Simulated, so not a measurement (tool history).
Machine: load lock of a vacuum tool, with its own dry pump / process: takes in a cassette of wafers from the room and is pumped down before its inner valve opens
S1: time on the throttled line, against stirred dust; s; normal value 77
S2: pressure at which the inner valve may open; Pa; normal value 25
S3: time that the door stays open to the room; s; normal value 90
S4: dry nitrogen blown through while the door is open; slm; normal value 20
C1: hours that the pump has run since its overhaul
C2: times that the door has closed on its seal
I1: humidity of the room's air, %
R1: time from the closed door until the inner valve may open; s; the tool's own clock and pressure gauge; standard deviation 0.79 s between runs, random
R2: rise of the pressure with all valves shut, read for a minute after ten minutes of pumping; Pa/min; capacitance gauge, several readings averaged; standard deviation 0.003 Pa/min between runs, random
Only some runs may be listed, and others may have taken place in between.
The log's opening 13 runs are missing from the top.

run	day	S1	S2	S3	S4	C1	C2	I1	R1	R2
14	207.4	77	25	90	39	10415	4992	45.2	131.7	0.067
15	231.779	77	25	90	39	11000	5848	43	131.7	0.07
16	243.142	106	25	90	39	11273	6247	47.1	153.6	0.082
17	255.108	108	19	90	10	11560	6667	47.7	158.8	0.107
18	277.483	108	48	90	10	12097	7453	46.9	150.5	0.114
19	293.517	108	48	90	10	12482	8016	43.1	150.5	0.123
20	318.288	133	48	32	10	13076	8886	45.4	170.6	0.125
21	336.8	42	22	26	38	13521	9536	46.6	108.1	0.134
22	362.425	77	22	90	13	14136	10436	45.1	135.3	0.169

What will run 23 give?
23	386.392	77	43	124	7	14711	11278	43.7	?	?

R1: 129.2 s
R2: 0.199 Pa/min
On a tool with no hidden condition, and with the same random variation, this run would have come out at R1 117.7 s, R2 0.041 Pa/min.
